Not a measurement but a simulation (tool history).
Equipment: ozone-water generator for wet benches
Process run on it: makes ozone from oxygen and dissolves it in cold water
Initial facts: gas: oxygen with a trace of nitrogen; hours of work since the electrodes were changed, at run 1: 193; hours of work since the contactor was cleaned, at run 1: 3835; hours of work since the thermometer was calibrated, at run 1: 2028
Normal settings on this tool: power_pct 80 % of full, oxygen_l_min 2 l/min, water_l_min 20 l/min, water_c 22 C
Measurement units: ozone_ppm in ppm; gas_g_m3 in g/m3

| run | hour | power_pct | oxygen_l_min | water_l_min | water_c | hours of work since the electrodes were changed | hours of work since the contactor was cleaned | hours of work since the thermometer was calibrated | ozone_ppm | gas_g_m3 |
|---|---|---|---|---|---|---|---|---|---|---|
| 1 | 0 | 80 | 2 | 20 | 22 | 193 | 3835 | 2028 | 12.3 | 200.3 |
| 2 | 23 | 80 | 2 | 20 | 22 | 210 | 3853 | 2045 | 12.3 | 200.5 |
| 3 | 51 | 80 | 2 | 20 | 22 | 231 | 3873 | 2066 | 12.3 | 200.8 |
| 4 | 82.6 | 80 | 2 | 20 | 22 | 254 | 3897 | 2090 | 12.1 | 200.8 |
| 5 | 102.5 | 80 | 1.94 | 20 | 22 | 269 | 3912 | 2104 | 12 | 204.2 |
| 6 | 120.6 | 80 | 1.2 | 20 | 22 | 283 | 3925 | 2118 | 10.5 | 256.8 |
| 7 | 143.5 | 80 | 1.2 | 20 | 22 | 300 | 3942 | 2135 | 10.3 | 256.3 |
| 8 | 162.2 | 80 | 1.2 | 20 | 22 | 314 | 3956 | 2149 | 10.4 | 254.9 |
| 9 | 196.7 | 80 | 1.2 | 20 | 22 | 339 | 3982 | 2174 | 10.4 | 260 |
| 10 | 226.9 | 80 | 1.2 | 20 | 22 | 362 | 4004 | 2197 | 10.4 | 258.4 |
| 11 | 250.4 | 80 | 2 | 20 | 28 | 379 | 4021 | 2214 | 11.4 | 201.4 |
|  | 253.7 | water thermometer calibrated |
| 12 | 285.1 | 80 | 2 | 20 | 28 | 405 | 4047 | 23 | 11.5 | 199.8 |
| 13 | 315.9 | 80 | 2 | 20 | 28 | 427 | 4070 | 46 | 11.5 | 199.3 |
| 14 | 332.8 | 80 | 2 | 20 | 28 | 440 | 4082 | 59 | 11.4 | 198.8 |
|  | 339 | water thermometer calibrated, once more |
| 15 | 368.7 | 80 | 2 | 20 | 22 | 466 | 4109 | 22 | 12 | 200.3 |
| 16 | 405.9 | 80 | 2 | 20 | 22 | 494 | 4136 | 50 | 12.4 | 200.6 |
| 17 | 432.3 | 80 | 2 | 20 | 22 | 513 | 4156 | 69 | 12.1 | 200.4 |
| 18 | 458.7 | 61 | 2 | 20 | 22 | 533 | 4175 | 89 | 10.6 | 172.3 |
| 19 | 476.4 | 61 | 2 | 20 | 22 | 546 | 4189 | 102 | 10.4 | 173.4 |
| 20 | 500.8 | 49 | 2 | 22 | 22 | 564 | 4207 | 120 | 8.6 | 151.8 |
| 21 | 534.7 | 51 | 1.65 | 25 | 24 | 590 | 4232 | 145 | 7.1 | 171.1 |
| 22 | 569.8 | 60 | 3.18 | 25 | 24 | 616 | 4258 | 171 | 9.2 | 135.6 |
| 23 | 604.1 | 60 | 3.18 | 15 | 27 | 641 | 4283 | 197 | 12.8 | 135.9 |
| 24 | 634.6 | 77 | 1.34 | 20 | 22 | 664 | 4306 | 220 | 10.5 | 237.3 |
| 25 | 654.2 | 50 | 1.09 | 20 | 22 | 678 | 4321 | 234 | 7.8 | 205.1 |
| 26 | 670 | 50 | 1.09 | 20 | 22 | 690 | 4332 | 246 | 7.7 | 206.4 |
| 27 | 695.2 | 50 | 1.09 | 20 | 22 | 709 | 4351 | 265 | 7.5 | 207.9 |
| 28 | 721.8 | 80 | 2 | 13 | 22 | 729 | 4371 | 284 | 17.1 | 201.3 |
| 29 | 737.5 | 66 | 1.18 | 13 | 28 | 740 | 4383 | 296 | 13.1 | 232.3 |
| 30 | 753.3 | 66 | 1.18 | 13 | 28 | 752 | 4394 | 308 | 12.9 | 229.7 |
| 31 | 781.2 | 65 | 1.28 | 15 | 22 | 773 | 4415 | 328 | 12.4 | 220.3 |
| 32 | 814.5 | 65 | 1.28 | 15 | 22 | 797 | 4440 | 353 | 12.3 | 220.7 |
| 33 | 837.5 | 45 | 2 | 27 | 22 | 815 | 4457 | 370 | 6.6 | 145.6 |

What if the next run were any one of these 3? Each begins from the tool's condition after run 33:
| A | 866.4 | 45 | 2 | 27 | 17 | 836 | 4478 | 392 | ? | ? |
| B | 866.4 | 80 | 2 | 19 | 25 | 836 | 4478 | 392 | ? | ? |
| C | 866.4 | 56 | 1.47 | 20 | 17 | 836 | 4478 | 392 | ? | ? |

| run | ozone_ppm | gas_g_m3 |
|---|---|---|
| A | 7 | 145.6 |
| B | 12.3 | 199.3 |
| C | 9.4 | 190.3 |
The same runs, with their run-to-run variation unchanged, on a tool lacking any hidden condition would have given:
| run | ozone_ppm | gas_g_m3 |
|---|---|---|
| A | 7.2 | 146.4 |
| B | 12.6 | 200.9 |
| C | 9.6 | 191.5 |

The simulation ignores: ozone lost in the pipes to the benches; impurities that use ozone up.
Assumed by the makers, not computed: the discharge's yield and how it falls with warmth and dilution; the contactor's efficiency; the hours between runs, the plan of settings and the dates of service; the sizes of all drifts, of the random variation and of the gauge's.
